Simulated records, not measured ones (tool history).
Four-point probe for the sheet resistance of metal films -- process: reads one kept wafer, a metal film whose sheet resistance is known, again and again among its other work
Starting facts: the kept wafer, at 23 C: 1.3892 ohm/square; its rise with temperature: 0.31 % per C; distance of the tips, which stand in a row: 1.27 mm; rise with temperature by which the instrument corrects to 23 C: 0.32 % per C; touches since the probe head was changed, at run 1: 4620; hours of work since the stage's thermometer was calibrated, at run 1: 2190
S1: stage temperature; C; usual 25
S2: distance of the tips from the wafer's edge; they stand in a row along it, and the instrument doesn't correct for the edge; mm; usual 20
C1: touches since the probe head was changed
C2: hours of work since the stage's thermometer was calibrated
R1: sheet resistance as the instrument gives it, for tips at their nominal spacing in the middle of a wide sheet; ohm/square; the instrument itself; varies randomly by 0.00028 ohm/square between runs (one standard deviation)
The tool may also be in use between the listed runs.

run 1 hour=0 | S1=25 S2=20 | C1=4620 C2=2190 | R1=1.386588
run 2 hour=88.1 | S1=25 S2=18 | C1=7979 C2=2258 | R1=1.388403
run 3 hour=146.2 | S1=25 S2=18 | C1=10197 C2=2302 | R1=1.388094
run 4 hour=236.1 | S1=25 S2=18 | C1=13624 C2=2372 | R1=1.389725
run 5 hour=282.3 | S1=25 S2=68 | C1=15386 C2=2407 | R1=1.386942
run 6 hour=353.2 | S1=26 S2=20 | C1=18091 C2=2462 | R1=1.389493
run 7 hour=425.9 | S1=25 S2=36 | C1=20864 C2=2518 | R1=1.388384
run 8 hour=518.8 | S1=25 S2=36 | C1=24407 C2=2589 | R1=1.388812
run 9 hour=609.2 | S1=25 S2=61 | C1=27858 C2=2659 | R1=1.389565
-- hour=634.4 stage's thermometer calibrated
run 10 hour=699.4 | S1=25 S2=20 | C1=31277 C2=50 | R1=1.395896
run 11 hour=777.3 | S1=25 S2=20 | C1=34248 C2=110 | R1=1.396432
run 12 hour=829 | S1=25 S2=22 | C1=36219 C2=150 | R1=1.395946
run 13 hour=889.6 | S1=22 S2=6 | C1=38534 C2=197 | R1=1.428002

Run 14 is up next; what results do you expect?
run 14 hour=962.1 | S1=25 S2=7 | C1=41299 C2=253 | R1=?

R1: 1.41985 ohm/square
Without the tool's hidden state the same run would have given R1 1.413473 ohm/square.

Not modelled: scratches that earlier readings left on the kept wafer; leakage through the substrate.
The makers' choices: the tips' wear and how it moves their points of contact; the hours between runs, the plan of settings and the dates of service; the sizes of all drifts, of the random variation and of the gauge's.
